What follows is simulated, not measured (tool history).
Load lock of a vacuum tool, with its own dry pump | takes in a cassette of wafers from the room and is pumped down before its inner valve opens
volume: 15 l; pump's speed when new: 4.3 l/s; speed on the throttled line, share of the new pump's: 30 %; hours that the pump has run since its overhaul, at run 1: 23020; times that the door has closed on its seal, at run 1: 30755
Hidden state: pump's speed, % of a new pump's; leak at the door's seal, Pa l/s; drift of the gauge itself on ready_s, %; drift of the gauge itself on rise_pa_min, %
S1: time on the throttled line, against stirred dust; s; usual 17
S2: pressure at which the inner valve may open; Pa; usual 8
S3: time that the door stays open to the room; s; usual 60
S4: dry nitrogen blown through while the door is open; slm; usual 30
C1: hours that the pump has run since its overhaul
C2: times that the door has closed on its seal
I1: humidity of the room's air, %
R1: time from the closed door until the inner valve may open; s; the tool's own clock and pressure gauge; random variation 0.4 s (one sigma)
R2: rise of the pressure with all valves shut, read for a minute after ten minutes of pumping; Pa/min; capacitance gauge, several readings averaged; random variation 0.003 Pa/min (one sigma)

run,hour,S1,S2,S3,S4,C1,C2,I1,R1,R2
1,0.0,17,8,60,30,23020,30755,42.3,53.3,0.220
2,422.3,17,8,60,30,23442,31969,46.0,53.1,0.233
3,1094.2,17,8,60,30,24114,33901,43.9,54.0,0.251
4,1558.8,17,8,60,30,24579,35236,43.9,53.8,0.260
# hour 1930.1: dry pump taken out, an overhauled one fitted
5,2220.0,18,8,60,30,290,37120,45.9,45.0,0.280
6,2768.8,22,8,219,7,839,38698,46.6,48.7,0.400
7,3247.9,22,8,219,7,1318,40075,48.1,48.4,0.419
8,3695.3,22,14,219,28,1765,41361,44.2,46.7,0.376
9,4161.6,22,14,219,28,2232,42702,45.4,46.9,0.400
10,4462.3,17,8,60,30,2532,43566,44.2,44.7,0.334

3 ways to go on from here, each from the tool as it stands after run 10. What would each give?
A,4935.9,16,8,84,9,3006,44928,43.2,?,?
B,4935.9,33,8,60,30,3006,44928,48.3,?,?
C,4935.9,13,8,60,42,3006,44928,46.0,?,?

run,R1,R2
A,44.6,0.382
B,56.5,0.353
C,43.1,0.345
Without the tool's hidden state the same runs would have given:
run,R1,R2
A,44.0,0.086
B,56.1,0.058
C,42.5,0.043

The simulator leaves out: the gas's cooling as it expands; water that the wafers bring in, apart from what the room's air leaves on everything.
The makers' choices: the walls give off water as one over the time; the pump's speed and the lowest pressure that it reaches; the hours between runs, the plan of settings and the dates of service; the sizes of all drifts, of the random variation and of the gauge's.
